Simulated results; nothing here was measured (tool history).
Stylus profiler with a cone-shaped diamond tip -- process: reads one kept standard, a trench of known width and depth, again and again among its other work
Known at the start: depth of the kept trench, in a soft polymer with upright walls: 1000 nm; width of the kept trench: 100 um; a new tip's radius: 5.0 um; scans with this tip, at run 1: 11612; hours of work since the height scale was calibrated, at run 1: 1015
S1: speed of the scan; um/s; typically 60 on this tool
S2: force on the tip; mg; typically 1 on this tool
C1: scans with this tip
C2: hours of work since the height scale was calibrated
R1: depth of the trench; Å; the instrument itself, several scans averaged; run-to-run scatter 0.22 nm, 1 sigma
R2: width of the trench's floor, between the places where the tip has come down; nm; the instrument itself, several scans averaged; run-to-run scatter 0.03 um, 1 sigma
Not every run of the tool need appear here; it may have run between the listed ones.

run    day   S1    S2     C1    C2       R1     R2
  1      0   60     1  11612  1015  10026.9  91600
  2  0.992   60     1  11767  1028  10029.7  91640
  3  2.062   24     1  11934  1043  10025.7  91700
  4  3.104   24     1  12097  1057  10029.5  91670
  5  4.333   24     1  12289  1074  10024.8  91630
  6  6.179   42  0.68  12578  1099  10014.7  91460
  7  7.279  121  0.42  12750  1114    10011  90810
     7.488  -- height scale calibrated on a step standard
  8  8.904  121  0.42  13001    19  10002.3  90740

Run 9, settings as shown, results not yet in. Your forecast:
  9  10.425  101  1.92  13239  40   ?   ?

Run 9 gave R1 10042.2 Å, R2 91270 nm.
If the tool had no hidden condition, the same run with the same run-to-run variation would have returned R1 10057.3 Å, R2 93660 nm.
